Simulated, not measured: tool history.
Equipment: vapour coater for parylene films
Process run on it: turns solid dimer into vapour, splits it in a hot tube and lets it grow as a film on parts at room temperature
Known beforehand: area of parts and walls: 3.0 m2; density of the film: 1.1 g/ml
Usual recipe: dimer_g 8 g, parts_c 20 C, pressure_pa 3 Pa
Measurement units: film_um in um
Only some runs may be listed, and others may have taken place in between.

run 1 hour=0 | dimer_g=8 parts_c=20 pressure_pa=3 | film_um=1.6
run 2 hour=11.4 | dimer_g=8 parts_c=20 pressure_pa=3 | film_um=1.64
run 3 hour=18.6 | dimer_g=8 parts_c=20 pressure_pa=3 | film_um=1.62
run 4 hour=28 | dimer_g=8 parts_c=20 pressure_pa=3 | film_um=1.61
run 5 hour=43.1 | dimer_g=8 parts_c=20 pressure_pa=3 | film_um=1.61
run 6 hour=52.9 | dimer_g=8 parts_c=20 pressure_pa=3 | film_um=1.59
run 7 hour=65 | dimer_g=8 parts_c=20 pressure_pa=3 | film_um=1.6
run 8 hour=80 | dimer_g=6 parts_c=20 pressure_pa=3 | film_um=1.2
run 9 hour=88.1 | dimer_g=8 parts_c=20 pressure_pa=2.13 | film_um=1.69
run 10 hour=94.7 | dimer_g=8 parts_c=20 pressure_pa=3 | film_um=1.59
run 11 hour=102.9 | dimer_g=8 parts_c=20 pressure_pa=3 | film_um=1.59
run 12 hour=114.2 | dimer_g=8 parts_c=20 pressure_pa=3 | film_um=1.6
run 13 hour=124.9 | dimer_g=8 parts_c=20 pressure_pa=3 | film_um=1.6
run 14 hour=136.9 | dimer_g=8 parts_c=20 pressure_pa=3 | film_um=1.59
run 15 hour=147.4 | dimer_g=8 parts_c=20 pressure_pa=3 | film_um=1.58
-- hour=152.6 trap's valve overhauled
run 16 hour=164.2 | dimer_g=8 parts_c=20 pressure_pa=3 | film_um=1.59
-- hour=183.9 trap's valve overhauled, once more
run 17 hour=183.9 | dimer_g=8 parts_c=20 pressure_pa=3 | film_um=1.67
run 18 hour=197.9 | dimer_g=8 parts_c=20 pressure_pa=3 | film_um=1.65
run 19 hour=212.9 | dimer_g=8 parts_c=20 pressure_pa=3 | film_um=1.64
run 20 hour=225 | dimer_g=8 parts_c=20 pressure_pa=3 | film_um=1.65
run 21 hour=237.7 | dimer_g=8 parts_c=20 pressure_pa=3 | film_um=1.66
run 22 hour=253.4 | dimer_g=8 parts_c=20 pressure_pa=3 | film_um=1.67
run 23 hour=265.7 | dimer_g=8 parts_c=20 pressure_pa=3 | film_um=1.64
run 24 hour=281.3 | dimer_g=8 parts_c=20 pressure_pa=3 | film_um=1.65
run 25 hour=288.2 | dimer_g=8 parts_c=20 pressure_pa=3 | film_um=1.64
run 26 hour=297.3 | dimer_g=4 parts_c=15 pressure_pa=8.29 | film_um=0.91
run 27 hour=305.6 | dimer_g=4 parts_c=15 pressure_pa=8.29 | film_um=0.94
run 28 hour=317.9 | dimer_g=4 parts_c=15 pressure_pa=8.29 | film_um=0.93
run 29 hour=326.4 | dimer_g=4 parts_c=15 pressure_pa=8.29 | film_um=0.91
run 30 hour=334.7 | dimer_g=11 parts_c=20 pressure_pa=2.18 | film_um=2.3
run 31 hour=342.1 | dimer_g=11 parts_c=20 pressure_pa=2.18 | film_um=2.33
run 32 hour=348.8 | dimer_g=8 parts_c=20 pressure_pa=2.37 | film_um=1.67
run 33 hour=361.2 | dimer_g=8 parts_c=20 pressure_pa=2.37 | film_um=1.69
run 34 hour=372.4 | dimer_g=8 parts_c=18 pressure_pa=8.41 | film_um=1.62
run 35 hour=382 | dimer_g=4 parts_c=20 pressure_pa=5.97 | film_um=0.76
run 36 hour=388.4 | dimer_g=7 parts_c=20 pressure_pa=4.04 | film_um=1.37
run 37 hour=401.8 | dimer_g=8 parts_c=22 pressure_pa=3.04 | film_um=1.48
run 38 hour=409.2 | dimer_g=8 parts_c=31 pressure_pa=3.04 | film_um=0.99
run 39 hour=416.8 | dimer_g=7 parts_c=27 pressure_pa=2.11 | film_um=1.07
run 40 hour=431.9 | dimer_g=6 parts_c=15 pressure_pa=4.99 | film_um=1.46
run 41 hour=438.4 | dimer_g=10 parts_c=20 pressure_pa=2.44 | film_um=2.08
run 42 hour=447.4 | dimer_g=9 parts_c=14 pressure_pa=7.59 | film_um=2.16
run 43 hour=463.1 | dimer_g=12 parts_c=17 pressure_pa=3 | film_um=2.81
run 44 hour=473 | dimer_g=10 parts_c=13 pressure_pa=3 | film_um=2.79
run 45 hour=483.7 | dimer_g=4 parts_c=20 pressure_pa=3 | film_um=0.81
run 46 hour=496.9 | dimer_g=4 parts_c=20 pressure_pa=4.89 | film_um=0.76
run 47 hour=505.8 | dimer_g=6 parts_c=23 pressure_pa=4.28 | film_um=1

3 ways to go on from here, each from the tool as it stands after run 47. What would each give?
run A hour=516.8 | dimer_g=6 parts_c=13 pressure_pa=11.01 | film_um=?
run B hour=516.8 | dimer_g=5 parts_c=20 pressure_pa=2.06 | film_um=?
run C hour=516.8 | dimer_g=6 parts_c=20 pressure_pa=9.42 | film_um=?

run=A film_um=1.46
run=B film_um=1.05
run=C film_um=1.06
Stripped of hidden state, with their random variation kept, the same runs would have yielded:
run=A film_um=1.51
run=B film_um=1.08
run=C film_um=1.1
